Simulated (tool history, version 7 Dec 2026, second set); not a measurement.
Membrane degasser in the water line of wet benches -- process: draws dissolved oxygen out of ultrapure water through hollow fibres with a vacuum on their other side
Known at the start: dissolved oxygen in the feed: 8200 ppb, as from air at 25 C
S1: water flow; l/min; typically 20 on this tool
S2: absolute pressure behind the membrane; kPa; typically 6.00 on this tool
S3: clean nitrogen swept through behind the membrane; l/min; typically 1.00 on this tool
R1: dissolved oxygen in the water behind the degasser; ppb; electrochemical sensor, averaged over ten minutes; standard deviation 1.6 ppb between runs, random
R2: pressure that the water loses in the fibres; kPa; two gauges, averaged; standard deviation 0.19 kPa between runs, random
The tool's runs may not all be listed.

run,hour,S1,S2,S3,R1,R2
1,0.0,20,6.00,1.00,171.4,39.81
2,188.4,20,6.00,1.00,170.1,39.54
3,373.8,20,6.00,1.00,167.8,39.41
4,570.6,20,6.00,1.00,171.7,39.42
5,779.6,20,6.00,0.70,214.7,39.68
6,1052.7,20,6.00,0.70,214.9,39.71
7,1199.3,20,3.81,1.00,77.3,39.35
8,1458.0,20,3.81,1.00,77.2,40.02
9,1643.4,20,3.81,1.00,79.3,39.96
10,1915.3,20,3.81,1.00,79.8,39.87
11,2081.5,20,3.81,1.00,77.5,39.92
12,2306.7,20,3.81,1.00,79.3,40.23
13,2567.2,20,6.00,1.00,174.8,39.85
14,2743.4,20,6.00,1.00,175.3,39.76
15,2995.4,20,6.00,1.00,174.6,39.92
# hour 3219.7: vacuum gauge calibrated
16,3219.7,14,11.76,2.59,138.3,27.86
17,3483.5,13,11.17,1.62,174.5,26.00
18,3683.9,13,11.17,1.62,171.8,25.87
19,3899.1,20,6.50,1.00,189.3,40.37
20,4118.1,27,6.50,0.45,431.9,54.19
21,4340.8,14,6.00,1.00,113.8,27.88
22,4548.4,13,6.00,1.00,105.1,26.11
23,4777.8,20,6.00,0.76,206.4,40.07
24,5035.7,28,6.00,1.00,252.5,56.23
25,5192.7,26,10.30,0.80,538.4,51.90
26,5395.6,26,12.93,0.80,689.9,52.38
27,5514.2,18,12.31,1.53,287.8,36.20
28,5738.8,18,12.31,1.53,284.0,36.06
29,5895.0,30,6.00,1.00,279.0,60.35

A few steps of R1 between consecutive runs. Split each: what settings, incoming material and random variation would produce without the hidden state, and what is left over for the hidden state, along with gauge scatter present in only one of the two compared results (measured, and without hidden state):
What the log doesn't record here: membrane still open, %; true pressure behind the membrane over the reading, kPa; air that leaks in behind the membrane, l/min; drift of the gauge itself on oxygen_ppb, %; drift of the gauge itself on loss_of_pressure_kpa, %.
Run 15 -> 16: S1 20 -> 14, S2 6.00 -> 11.76, S3 1.00 -> 2.59, vacuum gauge calibrated. R1 -36.3 ppb: hidden state -8.1, all else -28.2.
Run 20 -> 21: S1 27 -> 14, S2 6.50 -> 6.00, S3 0.45 -> 1.00. R1 -318.1 ppb: hidden state -7.1, all else -311.0.
Run 26 -> 27: S1 26 -> 18, S2 12.93 -> 12.31, S3 0.80 -> 1.53. R1 -402.1 ppb: hidden state -5.3, all else -396.8.
Run 28 -> 29: S1 18 -> 30, S2 12.31 -> 6.00, S3 1.53 -> 1.00. R1 -5.0 ppb: hidden state +10.9, all else -15.9.
